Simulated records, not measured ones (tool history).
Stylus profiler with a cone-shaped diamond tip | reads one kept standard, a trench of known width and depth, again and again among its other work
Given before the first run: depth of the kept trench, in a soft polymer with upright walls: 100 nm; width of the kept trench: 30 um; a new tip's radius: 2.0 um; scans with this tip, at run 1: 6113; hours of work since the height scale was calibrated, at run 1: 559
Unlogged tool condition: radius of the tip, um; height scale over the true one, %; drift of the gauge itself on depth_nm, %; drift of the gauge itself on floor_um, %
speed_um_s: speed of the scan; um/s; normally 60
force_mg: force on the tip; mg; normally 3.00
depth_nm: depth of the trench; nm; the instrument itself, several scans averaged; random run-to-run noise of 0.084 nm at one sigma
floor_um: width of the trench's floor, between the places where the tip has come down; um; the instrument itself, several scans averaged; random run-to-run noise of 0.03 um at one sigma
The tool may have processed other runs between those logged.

run,day,speed_um_s,force_mg,scans with this tip,hours of work since the height scale was calibrated,depth_nm,floor_um
1,0.000,60,3.00,6113,559,100.71,28.32
2,2.412,60,3.00,6532,598,100.47,28.32
3,4.692,60,2.18,6926,634,100.41,28.24
4,6.683,21,3.00,7272,665,100.66,28.39
5,10.371,21,3.00,7911,724,100.77,28.39
6,12.750,60,1.49,8324,762,100.20,28.15
7,16.654,60,3.00,9001,824,100.58,28.19
8,21.104,155,3.00,9773,894,100.63,27.86
9,23.679,60,3.00,10220,935,100.60,28.22
10,26.321,60,3.00,10677,977,100.67,28.20
11,29.383,60,2.37,11208,1026,100.38,28.09
12,32.358,60,2.37,11724,1073,100.30,28.08
13,34.529,60,2.37,12101,1107,100.41,28.06
14,37.825,60,7.06,12672,1159,101.24,28.20
15,41.896,60,7.06,13378,1224,101.04,28.13
16,45.275,19,7.06,13964,1278,101.10,28.34
17,49.262,19,7.06,14656,1341,100.96,28.23
18,52.717,161,3.00,15255,1396,100.32,27.55
19,55.025,161,3.00,15655,1432,100.25,27.58
20,58.817,161,3.00,16313,1493,100.30,27.56
21,62.279,180,1.58,16913,1548,99.89,27.21
22,65.617,37,1.15,17492,1600,99.76,27.92
# day 66.892: height scale calibrated on a step standard
23,67.821,29,2.36,17870,15,100.66,28.00
# day 70.179: new tip fitted, height scale calibrated
24,70.300,117,2.05,21,2,100.53,28.12
25,73.454,63,4.75,568,52,101.09,28.48
26,77.712,135,3.54,1306,120,100.92,28.19
27,81.196,126,3.92,1910,175,101.00,28.17
28,83.075,126,3.92,2236,205,101.07,28.19
29,85.979,83,1.31,2740,251,100.31,28.12
30,90.354,187,5.61,3499,320,101.08,28.05
31,92.283,187,5.61,3833,351,101.24,27.97
32,96.962,37,6.76,4644,425,101.33,28.43
33,99.825,37,6.76,5140,470,101.21,28.41
34,103.196,24,2.80,5726,524,100.61,28.40
35,105.683,94,4.30,6156,563,100.79,28.17
36,109.212,94,4.30,6768,619,100.75,28.17
37,113.038,201,2.88,7432,680,100.62,27.62
38,117.433,201,2.88,8194,750,100.47,27.64
39,121.275,201,2.88,8861,811,100.34,27.57
40,125.521,201,2.88,9596,878,100.38,27.56

A few steps of depth_nm between consecutive runs. Split each: what settings, incoming material and random variation would produce without the hidden state, and what is left over for the hidden state, along with gauge scatter present in only one of the two compared results (measured, and without hidden state):
Run 6 -> 7: force_mg 1.49 -> 3.00. depth_nm +0.38 nm: hidden state -0.04, all else +0.42.
Run 13 -> 14: force_mg 2.37 -> 7.06. depth_nm +0.83 nm: hidden state -0.02, all else +0.85.
Run 22 -> 23: speed_um_s 37 -> 29, force_mg 1.15 -> 2.36, height scale calibrated on a step standard. depth_nm +0.90 nm: hidden state +0.65, all else +0.25.
Run 23 -> 24: speed_um_s 29 -> 117, force_mg 2.36 -> 2.05, new tip fitted, height scale calibrated. depth_nm -0.13 nm: hidden state -0.08, all else -0.05.
Run 29 -> 30: speed_um_s 83 -> 187, force_mg 1.31 -> 5.61. depth_nm +0.77 nm: hidden state -0.04, all else +0.81.
